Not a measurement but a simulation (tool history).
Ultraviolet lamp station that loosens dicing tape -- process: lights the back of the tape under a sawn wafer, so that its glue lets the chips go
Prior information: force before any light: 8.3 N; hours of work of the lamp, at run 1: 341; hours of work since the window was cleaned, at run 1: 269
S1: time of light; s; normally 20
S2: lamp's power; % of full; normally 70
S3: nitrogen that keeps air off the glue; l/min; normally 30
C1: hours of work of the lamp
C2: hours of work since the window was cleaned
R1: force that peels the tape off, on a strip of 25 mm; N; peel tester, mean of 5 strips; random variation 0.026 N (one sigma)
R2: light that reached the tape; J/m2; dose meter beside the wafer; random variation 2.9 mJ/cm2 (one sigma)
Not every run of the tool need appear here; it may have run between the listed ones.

{"run": 1, "hour": 0.0, "S1": 20, "S2": 70, "S3": 30, "C1": 341, "C2": 269, "R1": 1.473, "R2": 3930}
{"run": 2, "hour": 36.7, "S1": 20, "S2": 62, "S3": 30, "C1": 359, "C2": 287, "R1": 1.841, "R2": 3440}
{"run": 3, "hour": 89.0, "S1": 20, "S2": 62, "S3": 30, "C1": 384, "C2": 313, "R1": 1.842, "R2": 3360}
{"run": 4, "hour": 154.8, "S1": 20, "S2": 62, "S3": 30, "C1": 417, "C2": 345, "R1": 1.894, "R2": 3360}
{"run": 5, "hour": 212.9, "S1": 20, "S2": 62, "S3": 30, "C1": 445, "C2": 373, "R1": 1.9, "R2": 3340}
{"run": 6, "hour": 256.1, "S1": 20, "S2": 70, "S3": 30, "C1": 466, "C2": 395, "R1": 1.588, "R2": 3760}
{"run": 7, "hour": 307.0, "S1": 20, "S2": 70, "S3": 30, "C1": 491, "C2": 420, "R1": 1.647, "R2": 3730}
{"run": 8, "hour": 345.9, "S1": 20, "S2": 70, "S3": 30, "C1": 510, "C2": 439, "R1": 1.59, "R2": 3720}
{"run": 9, "hour": 408.1, "S1": 20, "S2": 70, "S3": 30, "C1": 541, "C2": 469, "R1": 1.658, "R2": 3650}
{"run": 10, "hour": 446.6, "S1": 20, "S2": 70, "S3": 30, "C1": 560, "C2": 488, "R1": 1.629, "R2": 3610}
{"run": 11, "hour": 531.8, "S1": 20, "S2": 94, "S3": 30, "C1": 601, "C2": 530, "R1": 1.019, "R2": 4860}
{"run": 12, "hour": 585.9, "S1": 20, "S2": 94, "S3": 30, "C1": 628, "C2": 556, "R1": 1.024, "R2": 4800}
{"hour": 612.2, "done": "window cleaned of glue's vapour"}
{"run": 13, "hour": 628.8, "S1": 20, "S2": 94, "S3": 30, "C1": 649, "C2": 8, "R1": 0.91, "R2": 5120}
{"run": 14, "hour": 696.1, "S1": 20, "S2": 62, "S3": 20, "C1": 682, "C2": 41, "R1": 2.254, "R2": 3360}
{"run": 15, "hour": 754.7, "S1": 20, "S2": 62, "S3": 20, "C1": 710, "C2": 70, "R1": 2.249, "R2": 3310}
{"run": 16, "hour": 789.5, "S1": 29, "S2": 70, "S3": 30, "C1": 727, "C2": 87, "R1": 0.824, "R2": 5410}
{"run": 17, "hour": 870.4, "S1": 17, "S2": 65, "S3": 30, "C1": 767, "C2": 127, "R1": 2.275, "R2": 2920}
{"run": 18, "hour": 943.1, "S1": 17, "S2": 72, "S3": 30, "C1": 803, "C2": 162, "R1": 2.036, "R2": 3150}
{"run": 19, "hour": 1018.4, "S1": 31, "S2": 60, "S3": 30, "C1": 840, "C2": 199, "R1": 1.054, "R2": 4800}
{"run": 20, "hour": 1068.3, "S1": 31, "S2": 69, "S3": 30, "C1": 864, "C2": 223, "R1": 0.792, "R2": 5450}
{"run": 21, "hour": 1111.0, "S1": 11, "S2": 77, "S3": 32, "C1": 885, "C2": 244, "R1": 3.23, "R2": 2150}
{"run": 22, "hour": 1168.5, "S1": 11, "S2": 68, "S3": 32, "C1": 913, "C2": 273, "R1": 3.459, "R2": 1890}

Forecast each of these 5 alternatives for the next run:
{"run": "A", "hour": 1218.8, "S1": 20, "S2": 70, "S3": 40, "C1": 938, "C2": 297, "R1": "?", "R2": "?"}
{"run": "B", "hour": 1218.8, "S1": 13, "S2": 67, "S3": 13, "C1": 938, "C2": 297, "R1": "?", "R2": "?"}
{"run": "C", "hour": 1218.8, "S1": 15, "S2": 69, "S3": 54, "C1": 938, "C2": 297, "R1": "?", "R2": "?"}
{"run": "D", "hour": 1218.8, "S1": 33, "S2": 72, "S3": 11, "C1": 938, "C2": 297, "R1": "?", "R2": "?"}
{"run": "E", "hour": 1218.8, "S1": 36, "S2": 70, "S3": 34, "C1": 938, "C2": 297, "R1": "?", "R2": "?"}

run=A R1=1.525 R2=3470
run=B R1=3.933 R2=2190
run=C R1=2.194 R2=2600
run=D R1=1.282 R2=5980
run=E R1=0.509 R2=6330
Take away the tool's hidden state, keep each run's random variation, and the runs would have read:
run=A R1=1.054 R2=4270
run=B R1=3.324 R2=2700
run=C R1=1.628 R2=3190
run=D R1=0.853 R2=7360
run=E R1=0.3 R2=7780
